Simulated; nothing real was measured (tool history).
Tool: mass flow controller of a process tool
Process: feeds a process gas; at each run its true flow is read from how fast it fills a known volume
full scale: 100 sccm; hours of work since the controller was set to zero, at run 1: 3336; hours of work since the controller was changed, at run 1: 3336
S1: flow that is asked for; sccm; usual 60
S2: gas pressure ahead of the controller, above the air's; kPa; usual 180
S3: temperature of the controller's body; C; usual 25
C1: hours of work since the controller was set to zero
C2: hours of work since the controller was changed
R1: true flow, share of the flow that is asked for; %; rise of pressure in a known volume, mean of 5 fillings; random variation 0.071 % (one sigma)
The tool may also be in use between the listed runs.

run 1 hour=0.0 | S1=60 S2=180 S3=25 | C1=3336 C2=3336 | R1=99.63
run 2 hour=108.3 | S1=60 S2=180 S3=25 | C1=3386 C2=3386 | R1=99.54
run 3 hour=239.5 | S1=60 S2=175 S3=25 | C1=3447 C2=3447 | R1=99.48
run 4 hour=403.4 | S1=60 S2=246 S3=25 | C1=3523 C2=3523 | R1=99.87
run 5 hour=514.4 | S1=60 S2=246 S3=25 | C1=3575 C2=3575 | R1=99.99
run 6 hour=691.3 | S1=60 S2=180 S3=29 | C1=3657 C2=3657 | R1=99.38
run 7 hour=825.8 | S1=60 S2=180 S3=29 | C1=3719 C2=3719 | R1=99.53
run 8 hour=942.2 | S1=60 S2=180 S3=29 | C1=3773 C2=3773 | R1=99.48
run 9 hour=1047.8 | S1=60 S2=180 S3=29 | C1=3822 C2=3822 | R1=99.35
run 10 hour=1185.1 | S1=60 S2=180 S3=25 | C1=3886 C2=3886 | R1=99.64
run 11 hour=1282.9 | S1=17 S2=180 S3=25 | C1=3931 C2=3931 | R1=99.22
run 12 hour=1496.5 | S1=17 S2=180 S3=25 | C1=4030 C2=4030 | R1=99.01
run 13 hour=1729.5 | S1=17 S2=180 S3=25 | C1=4138 C2=4138 | R1=99.09
run 14 hour=1918.4 | S1=17 S2=180 S3=25 | C1=4226 C2=4226 | R1=99.20
run 15 hour=2048.1 | S1=60 S2=253 S3=25 | C1=4286 C2=4286 | R1=99.93
run 16 hour=2146.8 | S1=90 S2=253 S3=36 | C1=4332 C2=4332 | R1=99.82
run 17 hour=2281.6 | S1=48 S2=210 S3=35 | C1=4394 C2=4394 | R1=99.33
run 18 hour=2498.0 | S1=48 S2=210 S3=35 | C1=4495 C2=4495 | R1=99.22
run 19 hour=2621.5 | S1=40 S2=171 S3=29 | C1=4552 C2=4552 | R1=99.27
run 20 hour=2720.5 | S1=12 S2=233 S3=27 | C1=4598 C2=4598 | R1=99.25
run 21 hour=2927.5 | S1=60 S2=197 S3=21 | C1=4694 C2=4694 | R1=99.64
run 22 hour=3145.7 | S1=19 S2=218 S3=29 | C1=4795 C2=4795 | R1=99.17
run 23 hour=3328.5 | S1=19 S2=232 S3=23 | C1=4880 C2=4880 | R1=99.39
-- hour=3361.4 controller's zero set anew
run 24 hour=3512.4 | S1=19 S2=232 S3=23 | C1=70 C2=4965 | R1=99.52
run 25 hour=3669.3 | S1=60 S2=180 S3=25 | C1=143 C2=5038 | R1=99.59

Hidden state at the last listed run before each entry between runs and at the first one after, where it differs:
Between runs 23 and 24: controller's zero set anew (hour 3361.4)
  flow at rest that the sensor doesn't see, % of full scale: -0.004 -> 0
